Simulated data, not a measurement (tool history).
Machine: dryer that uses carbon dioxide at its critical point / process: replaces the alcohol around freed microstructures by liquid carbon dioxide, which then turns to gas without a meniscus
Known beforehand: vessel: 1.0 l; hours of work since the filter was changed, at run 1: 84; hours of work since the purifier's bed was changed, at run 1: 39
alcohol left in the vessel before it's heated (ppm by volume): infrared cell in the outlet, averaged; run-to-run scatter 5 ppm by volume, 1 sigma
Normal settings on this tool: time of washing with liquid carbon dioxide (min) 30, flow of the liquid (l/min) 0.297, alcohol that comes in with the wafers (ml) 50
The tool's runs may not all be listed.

run,hour,time of washing with liquid carbon dioxide (min),flow of the liquid (l/min),alcohol that comes in with the wafers (ml),hours of work since the filter was changed,hours of work since the purifier's bed was changed,alcohol left in the vessel before it's heated (ppm by volume)
1,0.0,30,0.297,50,84,39,34
2,9.7,30,0.297,50,89,44,36
3,20.4,30,0.297,65,94,49,51
4,26.7,30,0.297,65,97,52,46
5,36.8,30,0.297,65,102,57,46
6,48.0,30,0.297,65,107,62,47
7,55.6,30,0.193,50,111,66,286
8,67.1,30,0.193,50,116,71,292
9,72.5,30,0.193,50,119,74,285
10,82.7,30,0.193,50,124,79,301
11,90.2,30,0.193,50,127,82,283
12,96.3,30,0.193,50,130,85,303
13,106.9,30,0.193,50,135,90,297
14,115.6,30,0.229,50,140,94,128
15,124.7,30,0.297,50,144,99,42
16,134.3,30,0.297,72,148,103,54
17,145.5,39,0.297,72,154,109,32
18,156.1,39,0.297,72,159,114,34
19,165.4,39,0.297,45,163,118,36
20,170.7,30,0.297,38,166,121,36
21,182.2,30,0.297,50,171,126,40
22,190.8,30,0.297,50,175,130,61
23,201.1,30,0.297,116,180,135,83
24,211.4,30,0.297,116,185,140,78
25,220.6,37,0.297,73,190,144,49
26,229.5,37,0.297,73,194,149,46
27,235.8,37,0.429,38,197,152,42
28,241.3,30,0.362,26,199,154,42
29,246.5,38,0.297,36,202,157,49
30,257.1,40,0.476,67,207,162,34
31,262.3,40,0.476,67,209,164,33
32,268.2,45,0.298,116,212,167,41
33,277.2,27,0.297,40,217,171,78
34,283.5,30,0.297,52,220,174,66
35,291.1,30,0.450,33,223,178,49
36,300.5,30,0.297,85,228,182,75
37,311.6,29,0.297,58,233,188,78
38,321.2,29,0.194,46,238,192,362
39,328.8,29,0.194,46,241,196,359
40,338.0,30,0.297,95,246,200,97
41,344.4,30,0.297,95,249,203,87
42,354.2,46,0.222,50,253,208,53
43,362.0,30,0.223,99,257,212,337

For some of the steps in alcohol left in the vessel before it's heated (ppm by volume) from one run to the next: how much would appear even if the tool had no hidden state, given the settings, what came in and random variation, and how much remains for the hidden state plus any gauge scatter that the measured result and the result without hidden state don't share?
What the log doesn't record here: flow that reaches the vessel past the clogged filter, %; alcohol in the recycled carbon dioxide, ppm; drift of the gauge itself on alcohol_ppm, %.
Run 37 -> 38: flow of the liquid (l/min) 0.297 -> 0.194, alcohol that comes in with the wafers (ml) 58 -> 46. alcohol left in the vessel before it's heated (ppm by volume) +284: hidden state +53, all else +231.
Run 39 -> 40: time of washing with liquid carbon dioxide (min) 29 -> 30, flow of the liquid (l/min) 0.194 -> 0.297, alcohol that comes in with the wafers (ml) 46 -> 95. alcohol left in the vessel before it's heated (ppm by volume) -262: hidden state -47, all else -215.
Run 42 -> 43: time of washing with liquid carbon dioxide (min) 46 -> 30, flow of the liquid (l/min) 0.222 -> 0.223, alcohol that comes in with the wafers (ml) 50 -> 99. alcohol left in the vessel before it's heated (ppm by volume) +284: hidden state +70, all else +214.
